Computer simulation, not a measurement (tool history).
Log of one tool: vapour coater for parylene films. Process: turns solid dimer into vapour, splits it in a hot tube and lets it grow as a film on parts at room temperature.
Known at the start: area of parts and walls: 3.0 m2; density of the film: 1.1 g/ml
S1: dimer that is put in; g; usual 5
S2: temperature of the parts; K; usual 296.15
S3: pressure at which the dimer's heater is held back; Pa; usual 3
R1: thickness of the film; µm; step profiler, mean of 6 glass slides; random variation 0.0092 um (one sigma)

run	hour	S1	S2	S3	R1
1	0	5	296.15	3	1.106
2	12.7	5	296.15	3	1.116
3	26.5	3	296.15	3	0.67
4	41.3	3	296.15	9.45	0.603
5	62.4	3	296.15	9.45	0.586
6	84.8	3	296.15	9.45	0.583
7	109.2	5	296.15	4.21	1.075
8	133.4	3	303.15	8.23	0.495
9	157.2	3	303.15	8.23	0.496
10	169.8	3	303.15	5.3	0.505
11	180.9	5	296.15	7.51	1.004

Forecast each of these 4 alternatives for the next run:
A	194.9	3	294.15	5.76	?
B	194.9	4	296.15	7.51	?
C	194.9	5	291.15	3	?
D	194.9	4	289.15	2.4	?

run	R1
A	0.646
B	0.796
C	1.289
D	1.093
Without the tool's hidden state the same runs would have given:
run	R1
A	0.681
B	0.839
C	1.358
D	1.152

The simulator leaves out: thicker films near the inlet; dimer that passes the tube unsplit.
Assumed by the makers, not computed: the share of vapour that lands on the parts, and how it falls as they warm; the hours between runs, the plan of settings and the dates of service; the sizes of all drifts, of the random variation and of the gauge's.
